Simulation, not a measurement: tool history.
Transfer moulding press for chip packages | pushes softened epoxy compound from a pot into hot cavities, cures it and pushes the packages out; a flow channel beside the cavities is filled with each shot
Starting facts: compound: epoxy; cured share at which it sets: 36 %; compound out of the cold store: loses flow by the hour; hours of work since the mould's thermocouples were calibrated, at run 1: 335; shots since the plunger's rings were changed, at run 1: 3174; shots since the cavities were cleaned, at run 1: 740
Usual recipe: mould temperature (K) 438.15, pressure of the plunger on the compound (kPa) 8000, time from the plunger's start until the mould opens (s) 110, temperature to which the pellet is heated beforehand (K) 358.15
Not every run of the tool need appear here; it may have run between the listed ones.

| run | hour | mould temperature (K) | pressure of the plunger on the compound (kPa) | time from the plunger's start until the mould opens (s) | temperature to which the pellet is heated beforehand (K) | hours of work since the mould's thermocouples were calibrated | shots since the plunger's rings were changed | shots since the cavities were cleaned | incoming compound's hours out of the cold store | length that the compound runs in the flow channel (mm) | greatest force on the pins that push the packages out (N) |
|---|---|---|---|---|---|---|---|---|---|---|---|
| 1 | 0 | 438.15 | 8000 | 110 | 358.15 | 335 | 3174 | 740 | 19.8 | 497 | 1194 |
| 2 | 16.3 | 438.15 | 8000 | 110 | 358.15 | 344 | 3319 | 885 | 40.7 | 460 | 1172 |
| 3 | 24.5 | 438.15 | 8060 | 110 | 358.15 | 349 | 3393 | 959 | 25.7 | 486 | 1244 |
|  | 43.6 | cavities cleaned with cleaning compound and waxed |
| 4 | 45.5 | 438.15 | 8000 | 110 | 358.15 | 360 | 3567 | 18 | 16.3 | 500 | 624 |
| 5 | 54.3 | 438.15 | 8000 | 110 | 358.15 | 365 | 3645 | 96 | 8.5 | 512 | 785 |
| 6 | 63.4 | 438.15 | 8000 | 110 | 358.15 | 370 | 3726 | 177 | 47.2 | 451 | 808 |
| 7 | 80.4 | 438.15 | 8000 | 110 | 358.15 | 379 | 3878 | 329 | 26 | 480 | 974 |
| 8 | 93.6 | 438.15 | 8000 | 110 | 358.15 | 387 | 3996 | 447 | 37.5 | 463 | 1000 |
| 9 | 113.2 | 438.15 | 8000 | 129 | 358.15 | 398 | 4170 | 621 | 9.3 | 508 | 936 |
| 10 | 125.1 | 438.15 | 8000 | 122 | 358.15 | 405 | 4277 | 728 | 20.7 | 488 | 979 |
| 11 | 134.3 | 438.15 | 7520 | 110 | 358.15 | 410 | 4358 | 809 | 44.3 | 439 | 1162 |
| 12 | 146.4 | 438.15 | 7520 | 110 | 358.15 | 417 | 4466 | 917 | 22 | 473 | 1249 |
| 13 | 161.2 | 435.15 | 8000 | 110 | 358.15 | 425 | 4599 | 1050 | 47.8 | 453 | 1452 |
|  | 170.8 | cavities cleaned with cleaning compound and waxed |
| 14 | 182.3 | 438.15 | 9510 | 110 | 358.15 | 436 | 4773 | 102 | 32.3 | 512 | 722 |
| 15 | 191.7 | 438.15 | 8000 | 131 | 358.15 | 441 | 4857 | 186 | 18.6 | 494 | 661 |
| 16 | 205.9 | 433.15 | 8000 | 110 | 358.15 | 449 | 4983 | 312 | 9.5 | 521 | 1446 |
| 17 | 216.9 | 431.15 | 8250 | 110 | 358.15 | 455 | 5082 | 411 | 37 | 487 | 1636 |
| 18 | 227.4 | 431.15 | 8250 | 110 | 358.15 | 461 | 5176 | 505 | 27.8 | 497 | 1773 |
| 19 | 247.1 | 442.15 | 8730 | 93 | 358.15 | 472 | 5351 | 680 | 16.4 | 507 | 1273 |
| 20 | 264.4 | 444.15 | 8730 | 145 | 350.15 | 482 | 5506 | 835 | 29.1 | 480 | 862 |
| 21 | 275.8 | 438.15 | 7000 | 103 | 358.15 | 488 | 5607 | 936 | 40.9 | 421 | 1363 |
| 22 | 293.2 | 438.15 | 7900 | 102 | 363.15 | 498 | 5762 | 1091 | 47 | 437 | 1355 |

Run 23 has not been measured yet. What should we expect?
|  | 298 | cavities cleaned with cleaning compound and waxed |
| 23 | 310.1 | 438.15 | 7430 | 115 | 363.15 | 507 | 5899 | 107 | 22.6 | ? | ? |

For run 23 the tool returned length that the compound runs in the flow channel (mm) 461, greatest force on the pins that push the packages out (N) 666.
With the hidden condition absent and the run-to-run variation left alone, this run would have shown length that the compound runs in the flow channel (mm) 484, greatest force on the pins that push the packages out (N) 547.

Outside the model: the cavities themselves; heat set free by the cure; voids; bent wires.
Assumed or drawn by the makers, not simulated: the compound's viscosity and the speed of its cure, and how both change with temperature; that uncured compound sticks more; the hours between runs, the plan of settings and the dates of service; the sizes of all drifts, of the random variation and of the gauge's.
